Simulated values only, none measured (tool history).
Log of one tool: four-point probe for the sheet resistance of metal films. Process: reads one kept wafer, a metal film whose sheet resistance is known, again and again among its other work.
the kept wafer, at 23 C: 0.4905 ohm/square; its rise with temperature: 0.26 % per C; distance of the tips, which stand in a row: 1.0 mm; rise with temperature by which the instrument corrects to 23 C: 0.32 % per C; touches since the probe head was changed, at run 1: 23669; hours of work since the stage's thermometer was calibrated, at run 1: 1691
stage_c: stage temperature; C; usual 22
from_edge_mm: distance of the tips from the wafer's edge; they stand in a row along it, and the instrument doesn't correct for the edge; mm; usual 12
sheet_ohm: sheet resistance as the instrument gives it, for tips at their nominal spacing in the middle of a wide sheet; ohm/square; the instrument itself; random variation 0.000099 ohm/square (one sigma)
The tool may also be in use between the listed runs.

| run | hour | stage_c | from_edge_mm | touches since the probe head was changed | hours of work since the stage's thermometer was calibrated | sheet_ohm |
|---|---|---|---|---|---|---|
| 1 | 0.0 | 22 | 12 | 23669 | 1691 | 0.492607 |
| 2 | 74.0 | 22 | 12 | 25093 | 1731 | 0.492558 |
| 3 | 107.2 | 22 | 12 | 25733 | 1749 | 0.492711 |
| 4 | 178.9 | 22 | 12 | 27113 | 1788 | 0.492791 |
| 5 | 253.2 | 22 | 12 | 28542 | 1829 | 0.492756 |
| 6 | 332.7 | 25 | 12 | 30072 | 1872 | 0.491661 |
| 7 | 402.9 | 22 | 12 | 31423 | 1910 | 0.492825 |
| 8 | 448.9 | 22 | 12 | 32309 | 1935 | 0.492689 |
| 9 | 525.0 | 22 | 12 | 33773 | 1976 | 0.492816 |
| 10 | 587.6 | 22 | 12 | 34978 | 2010 | 0.492681 |
| 11 | 637.6 | 18 | 7 | 35940 | 2037 | 0.497501 |
| 12 | 682.1 | 19 | 3 | 36797 | 2062 | 0.519499 |
| 13 | 719.9 | 19 | 3 | 37525 | 2082 | 0.519495 |
| 14 | 791.1 | 24 | 4 | 38895 | 2121 | 0.506203 |
| 15 | 844.4 | 23 | 20 | 39920 | 2150 | 0.491350 |
| 16 | 913.6 | 23 | 20 | 41251 | 2187 | 0.491460 |
| 17 | 957.8 | 23 | 20 | 42103 | 2211 | 0.491304 |
| 18 | 1036.6 | 23 | 20 | 43620 | 2254 | 0.491131 |

The next listed run, before its measurement:
| 19 | 1117.9 | 22 | 19 | 45183 | 2298 | ? |

sheet_ohm: 0.491520 ohm/square
Without the tool's hidden state the same run would have given sheet_ohm 0.491460 ohm/square.
